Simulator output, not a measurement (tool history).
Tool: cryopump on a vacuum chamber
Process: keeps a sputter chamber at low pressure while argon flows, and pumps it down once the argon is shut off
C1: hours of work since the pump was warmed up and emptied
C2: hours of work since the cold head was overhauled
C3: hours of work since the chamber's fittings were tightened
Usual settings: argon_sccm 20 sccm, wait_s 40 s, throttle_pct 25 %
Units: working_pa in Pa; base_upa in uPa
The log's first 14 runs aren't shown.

{"run": 15, "hour": 549.6, "argon_sccm": 20, "wait_s": 40, "throttle_pct": 15, "C1": 171, "C2": 834, "C3": 2057, "working_pa": 0.1704, "base_upa": 3.29}
{"run": 16, "hour": 577.6, "argon_sccm": 20, "wait_s": 40, "throttle_pct": 15, "C1": 188, "C2": 851, "C3": 2074, "working_pa": 0.1716, "base_upa": 3.3}
{"run": 17, "hour": 603.9, "argon_sccm": 20, "wait_s": 40, "throttle_pct": 15, "C1": 204, "C2": 867, "C3": 2090, "working_pa": 0.172, "base_upa": 3.35}
{"run": 18, "hour": 661.0, "argon_sccm": 8, "wait_s": 40, "throttle_pct": 22, "C1": 239, "C2": 902, "C3": 2125, "working_pa": 0.0475, "base_upa": 3.42}
{"run": 19, "hour": 704.8, "argon_sccm": 21, "wait_s": 43, "throttle_pct": 20, "C1": 266, "C2": 929, "C3": 2151, "working_pa": 0.138, "base_upa": 3.53}
{"run": 20, "hour": 732.6, "argon_sccm": 21, "wait_s": 43, "throttle_pct": 20, "C1": 283, "C2": 945, "C3": 2168, "working_pa": 0.1385, "base_upa": 3.52}
{"run": 21, "hour": 783.0, "argon_sccm": 20, "wait_s": 45, "throttle_pct": 25, "C1": 313, "C2": 976, "C3": 2199, "working_pa": 0.1082, "base_upa": 3.68}
{"run": 22, "hour": 806.7, "argon_sccm": 20, "wait_s": 45, "throttle_pct": 25, "C1": 328, "C2": 990, "C3": 2213, "working_pa": 0.1103, "base_upa": 3.67}
{"hour": 816.9, "done": "pump warmed up, emptied and cooled again"}
{"run": 23, "hour": 850.9, "argon_sccm": 20, "wait_s": 65, "throttle_pct": 25, "C1": 21, "C2": 1014, "C3": 2237, "working_pa": 0.1015, "base_upa": 2.76}
{"run": 24, "hour": 882.0, "argon_sccm": 26, "wait_s": 43, "throttle_pct": 34, "C1": 40, "C2": 1033, "C3": 2256, "working_pa": 0.0969, "base_upa": 3.14}

The next listed run, before its measurement:
{"run": 25, "hour": 915.7, "argon_sccm": 26, "wait_s": 52, "throttle_pct": 19, "C1": 60, "C2": 1054, "C3": 2276, "working_pa": "?", "base_upa": "?"}

working_pa: 0.1727 Pa
base_upa: 2.94 uPa
Without the tool's hidden state the same run would have given working_pa 0.1704 Pa, base_upa 1.13 uPa.
